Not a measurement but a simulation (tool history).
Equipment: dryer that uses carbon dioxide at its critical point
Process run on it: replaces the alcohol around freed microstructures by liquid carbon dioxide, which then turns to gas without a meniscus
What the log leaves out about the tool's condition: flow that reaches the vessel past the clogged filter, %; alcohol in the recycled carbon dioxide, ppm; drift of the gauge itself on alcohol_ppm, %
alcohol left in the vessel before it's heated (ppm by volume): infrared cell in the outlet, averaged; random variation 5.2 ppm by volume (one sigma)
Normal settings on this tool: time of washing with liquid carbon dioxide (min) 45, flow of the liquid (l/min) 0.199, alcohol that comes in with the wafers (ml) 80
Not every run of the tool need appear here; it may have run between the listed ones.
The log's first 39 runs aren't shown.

run	hour	time of washing with liquid carbon dioxide (min)	flow of the liquid (l/min)	alcohol that comes in with the wafers (ml)	hours of work since the filter was changed	hours of work since the purifier's bed was changed	alcohol left in the vessel before it's heated (ppm by volume)
40	339.7	29	0.222	22	159	551	392
41	349	45	0.126	34	167	559	789
42	357.5	45	0.126	34	173	565	789
43	363.7	64	0.263	37	178	570	186
44	372.8	45	0.321	64	185	577	215
45	381.5	45	0.321	64	192	584	218
46	387.7	45	0.321	64	197	589	209
47	397	45	0.321	64	205	597	201
48	405.7	50	0.285	80	211	603	210

Here are 3 independent what-if runs from the current tool condition. What would each one return?
A	415.9	43	0.171	46	220	612	?
B	415.9	33	0.163	54	220	612	?
C	415.9	65	0.204	33	220	612	?

run	alcohol left in the vessel before it's heated (ppm by volume)
A	464
B	1406
C	209
What these runs would have given with no unlogged condition in the tool:
run	alcohol left in the vessel before it's heated (ppm by volume)
A	192
B	953
C	1
